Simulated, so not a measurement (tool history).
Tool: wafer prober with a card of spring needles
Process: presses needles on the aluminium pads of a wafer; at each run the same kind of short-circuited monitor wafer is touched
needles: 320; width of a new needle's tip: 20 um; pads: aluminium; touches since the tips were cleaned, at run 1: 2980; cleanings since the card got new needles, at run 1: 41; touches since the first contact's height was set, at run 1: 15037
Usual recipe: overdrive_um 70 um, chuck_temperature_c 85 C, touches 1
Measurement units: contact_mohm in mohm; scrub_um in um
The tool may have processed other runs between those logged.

| run | hour | overdrive_um | chuck_temperature_c | touches | touches since the tips were cleaned | cleanings since the card got new needles | touches since the first contact's height was set | contact_mohm | scrub_um |
|---|---|---|---|---|---|---|---|---|---|
| 1 | 0.0 | 70 | 85 | 1 | 2980 | 41 | 15037 | 323 | 16.12 |
|  | 16.1 | tips cleaned on abrasive film |
| 2 | 24.5 | 70 | 85 | 1 | 1796 | 42 | 20237 | 304 | 16.34 |
|  | 44.5 | tips cleaned on abrasive film |
| 3 | 67.6 | 70 | 85 | 1 | 4910 | 43 | 29397 | 332 | 16.14 |
|  | 74.8 | tips cleaned on abrasive film |
| 4 | 100.6 | 70 | 85 | 1 | 5492 | 44 | 36405 | 337 | 16.05 |
|  | 104.9 | tips cleaned on abrasive film |
| 5 | 128.1 | 70 | 85 | 1 | 4940 | 45 | 42247 | 335 | 16.10 |
|  | 135.6 | tips cleaned on abrasive film |
|  | 164.6 | tips cleaned on abrasive film |
| 6 | 170.7 | 70 | 85 | 1 | 1312 | 47 | 51299 | 309 | 16.05 |
|  | 194.9 | tips cleaned on abrasive film |
| 7 | 211.7 | 70 | 85 | 1 | 3570 | 48 | 59998 | 325 | 15.93 |

Predict the results of run 8:
|  | 224.0 | tips cleaned on abrasive film |
| 8 | 241.7 | 70 | 30 | 2 | 3768 | 49 | 66381 | ? | ? |

contact_mohm: 297 mohm
scrub_um: 15.90 um
Take away the tool's hidden state, keep the run-to-run variation as it was, and the same run would have given contact_mohm 267 mohm, scrub_um 16.11 um.
